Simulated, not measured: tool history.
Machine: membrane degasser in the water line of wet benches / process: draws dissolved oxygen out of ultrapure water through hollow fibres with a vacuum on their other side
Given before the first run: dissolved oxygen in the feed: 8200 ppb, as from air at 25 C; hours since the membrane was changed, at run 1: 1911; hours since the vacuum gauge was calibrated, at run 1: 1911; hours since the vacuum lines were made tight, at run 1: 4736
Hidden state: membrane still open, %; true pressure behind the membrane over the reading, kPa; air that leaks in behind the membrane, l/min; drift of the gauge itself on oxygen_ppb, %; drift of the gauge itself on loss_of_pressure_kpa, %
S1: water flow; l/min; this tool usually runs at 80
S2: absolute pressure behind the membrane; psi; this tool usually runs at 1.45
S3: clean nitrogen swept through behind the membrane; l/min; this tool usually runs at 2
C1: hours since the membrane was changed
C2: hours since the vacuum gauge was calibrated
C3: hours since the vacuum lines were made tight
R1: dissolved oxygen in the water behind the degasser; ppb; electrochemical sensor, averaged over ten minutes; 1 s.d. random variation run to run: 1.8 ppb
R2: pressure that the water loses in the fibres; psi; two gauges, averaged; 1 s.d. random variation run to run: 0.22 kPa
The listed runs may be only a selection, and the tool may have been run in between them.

{"run": 1, "day": 0.0, "S1": 80, "S2": 1.45, "S3": 2, "C1": 1911, "C2": 1911, "C3": 4736, "R1": 555.7, "R2": 7.626}
{"run": 2, "day": 2.162, "S1": 80, "S2": 1.45, "S3": 2, "C1": 1963, "C2": 1963, "C3": 4788, "R1": 551.3, "R2": 7.633}
{"run": 3, "day": 3.775, "S1": 80, "S2": 1.45, "S3": 2, "C1": 2002, "C2": 2002, "C3": 4826, "R1": 555.7, "R2": 7.623}
{"run": 4, "day": 6.938, "S1": 80, "S2": 1.45, "S3": 2, "C1": 2077, "C2": 2077, "C3": 4902, "R1": 551.2, "R2": 7.641}
{"run": 5, "day": 9.175, "S1": 80, "S2": 1.45, "S3": 2, "C1": 2131, "C2": 2131, "C3": 4956, "R1": 554.7, "R2": 7.635}
{"run": 6, "day": 12.112, "S1": 80, "S2": 1.94, "S3": 2, "C1": 2202, "C2": 2202, "C3": 5026, "R1": 792.7, "R2": 7.646}
{"run": 7, "day": 14.592, "S1": 80, "S2": 0.97, "S3": 2, "C1": 2261, "C2": 2261, "C3": 5086, "R1": 312.4, "R2": 7.594}
{"run": 8, "day": 17.329, "S1": 80, "S2": 0.97, "S3": 2, "C1": 2327, "C2": 2327, "C3": 5152, "R1": 311.9, "R2": 7.62}
{"run": 9, "day": 19.142, "S1": 80, "S2": 0.97, "S3": 2, "C1": 2370, "C2": 2370, "C3": 5195, "R1": 313, "R2": 7.626}
{"run": 10, "day": 20.804, "S1": 62, "S2": 1.45, "S3": 5.82, "C1": 2410, "C2": 2410, "C3": 5235, "R1": 185.8, "R2": 5.96}
{"run": 11, "day": 23.45, "S1": 80, "S2": 3.09, "S3": 1.37, "C1": 2474, "C2": 2474, "C3": 5299, "R1": 1667.1, "R2": 7.612}
{"run": 12, "day": 25.683, "S1": 80, "S2": 2.71, "S3": 2, "C1": 2527, "C2": 2527, "C3": 5352, "R1": 1138.7, "R2": 7.694}

What will run 13 give?
{"run": 13, "day": 27.192, "S1": 64, "S2": 1.45, "S3": 1.47, "C1": 2564, "C2": 2564, "C3": 5388, "R1": "?", "R2": "?"}

For run 13 the tool returned R1 574 ppb, R2 6.163 psi.
With no hidden state in the tool, this same run would have given R1 565.3 ppb, R2 6.032 psi.
